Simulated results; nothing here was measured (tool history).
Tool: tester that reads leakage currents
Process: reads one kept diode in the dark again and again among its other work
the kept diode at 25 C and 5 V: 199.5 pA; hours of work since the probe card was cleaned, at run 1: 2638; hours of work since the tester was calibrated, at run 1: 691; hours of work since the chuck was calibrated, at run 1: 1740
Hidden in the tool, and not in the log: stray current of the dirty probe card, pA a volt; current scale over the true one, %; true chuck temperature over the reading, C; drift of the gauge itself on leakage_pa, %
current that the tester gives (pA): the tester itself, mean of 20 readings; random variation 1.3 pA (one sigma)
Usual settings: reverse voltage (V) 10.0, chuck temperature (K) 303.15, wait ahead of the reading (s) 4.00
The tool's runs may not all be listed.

run,hour,reverse voltage (V),chuck temperature (K),wait ahead of the reading (s),hours of work since the probe card was cleaned,hours of work since the tester was calibrated,hours of work since the chuck was calibrated,current that the tester gives (pA)
1,0.0,10.0,303.15,4.00,2638,691,1740,492.04
2,90.4,10.0,297.15,4.00,2679,732,1781,294.99
3,162.5,10.0,297.15,4.00,2711,765,1814,295.75
4,295.5,10.0,297.15,4.00,2771,825,1874,294.25
5,397.2,10.0,297.15,4.00,2817,871,1920,299.66
6,529.1,10.0,297.15,4.00,2877,930,1979,298.75
7,660.7,10.0,297.15,4.00,2936,990,2039,298.59
8,758.0,10.0,297.15,4.00,2980,1034,2083,301.85
9,812.2,17.1,306.15,1.06,3005,1058,2107,854.59
10,944.5,1.1,315.15,4.00,3065,1118,2167,437.40
11,1033.9,3.8,312.15,7.40,3105,1158,2207,649.76
12,1101.8,4.6,298.15,0.58,3136,1189,2238,219.47
13,1203.9,4.6,298.15,0.58,3182,1235,2284,221.68
# hour 1256.5: chuck's temperature calibrated
14,1330.8,1.8,312.15,0.58,3238,1292,34,407.35
15,1399.6,6.7,303.15,0.46,3269,1323,65,380.73
16,1469.1,1.3,325.15,3.97,3301,1354,96,980.92

3 ways to go on from here, each from the tool as it stands after run 16. What would each give?
A,1563.0,10.0,332.15,6.76,3343,1396,139,?
B,1563.0,10.0,332.15,4.00,3343,1396,139,?
C,1563.0,4.6,294.15,3.97,3343,1396,139,?

run,current that the tester gives (pA)
A,4639.20
B,4637.44
C,144.01
Without the tool's hidden state the same runs would have given:
run,current that the tester gives (pA)
A,4572.48
B,4570.75
C,132.54
